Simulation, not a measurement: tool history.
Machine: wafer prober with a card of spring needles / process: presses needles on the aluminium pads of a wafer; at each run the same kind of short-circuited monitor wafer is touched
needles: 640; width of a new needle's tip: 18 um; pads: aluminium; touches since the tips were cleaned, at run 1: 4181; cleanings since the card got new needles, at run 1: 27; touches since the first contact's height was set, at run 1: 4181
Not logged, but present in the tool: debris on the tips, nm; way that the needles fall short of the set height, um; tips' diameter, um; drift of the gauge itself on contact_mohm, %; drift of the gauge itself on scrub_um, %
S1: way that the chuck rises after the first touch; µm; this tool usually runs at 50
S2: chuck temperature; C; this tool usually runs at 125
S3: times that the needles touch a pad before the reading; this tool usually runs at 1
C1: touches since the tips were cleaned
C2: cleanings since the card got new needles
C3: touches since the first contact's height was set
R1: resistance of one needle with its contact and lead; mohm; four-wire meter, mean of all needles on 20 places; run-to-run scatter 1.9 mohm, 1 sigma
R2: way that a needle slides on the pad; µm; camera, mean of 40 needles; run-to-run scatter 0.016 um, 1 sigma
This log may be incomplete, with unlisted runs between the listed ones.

Run 1, hour 0.0: usual settings; C1 4181; C2 27; C3 4181. Result: R1 197 mohm, R2 7.79 µm.
At hour 11.1: tips cleaned on abrasive film.
Run 2, hour 28.4: usual settings but S2 71 C; C1 6148; C2 28; C3 14225. Result: R1 184 mohm, R2 7.79 µm.
At hour 32.6: tips cleaned on abrasive film.
Run 3, hour 44.1: usual settings but S3 3; C1 4078; C2 29; C3 19759. Result: R1 195 mohm, R2 7.78 µm.
At hour 53.4: tips cleaned on abrasive film.
Run 4, hour 58.8: usual settings; C1 1917; C2 30; C3 24944. Result: R1 197 mohm, R2 7.79 µm.
At hour 74.2: tips cleaned on abrasive film.
Run 5, hour 77.4: usual settings; C1 1124; C2 31; C3 31493. Result: R1 196 mohm, R2 7.81 µm.
At hour 95.9: tips cleaned on abrasive film.
Run 6, hour 102.5: usual settings; C1 2348; C2 32; C3 40377. Result: R1 195 mohm, R2 7.79 µm.
At hour 119.0: tips cleaned on abrasive film.
Run 7, hour 129.8: usual settings but S2 44 C; C1 3826; C2 33; C3 49994. Result: R1 178 mohm, R2 7.82 µm.
At hour 139.8: tips cleaned on abrasive film.
Run 8, hour 151.5: usual settings but S2 44 C; C1 4181; C2 34; C3 57692. Result: R1 174 mohm, R2 7.80 µm.
At hour 161.8: tips cleaned on abrasive film.
Run 9, hour 180.2: usual settings but S1 32 µm, S2 26 C, S3 2; C1 6531; C2 35; C3 67827. Result: R1 192 mohm, R2 4.99 µm.
At hour 184.1: tips cleaned on abrasive film.
Run 10, hour 203.4: usual settings but S1 31 µm, S2 39 C, S3 2; C1 6858; C2 36; C3 76010. Result: R1 198 mohm, R2 4.85 µm.
At hour 205.0: tips cleaned on abrasive film.
Run 11, hour 225.1: usual settings but S1 31 µm, S2 39 C, S3 2; C1 7151; C2 37; C3 83680. Result: R1 198 mohm, R2 4.84 µm.
At hour 226.9: tips cleaned on abrasive film.
At hour 249.2: tips cleaned on abrasive film.
Run 12, hour 249.3: usual settings but S1 31 µm, S2 39 C, S3 2; C1 27; C2 39; C3 92185. Result: R1 194 mohm, R2 4.86 µm.

Here are 4 independent what-if runs from the current tool condition. What would each one return?
Run A, hour 265.4: usual settings but S1 31 µm, S2 38 C; C1 5743; C2 39; C3 97901. Result: R1 ?, R2 ?.
Run B, hour 265.4: usual settings but S1 54 µm, S2 30 C, S3 2; C1 5743; C2 39; C3 97901. Result: R1 ?, R2 ?.
Run C, hour 265.4: usual settings but S2 29 C; C1 5743; C2 39; C3 97901. Result: R1 ?, R2 ?.
Run D, hour 265.4: usual settings but S1 60 µm; C1 5743; C2 39; C3 97901. Result: R1 ?, R2 ?.

run   R1    R2
  A  194  4.83
  B  173  8.37
  C  177  7.79
  D  190  9.36
Stripped of hidden state, with their random variation kept, the same runs would have yielded:
run   R1    R2
  A  194  4.83
  B  173  8.37
  C  176  7.79
  D  190  9.36
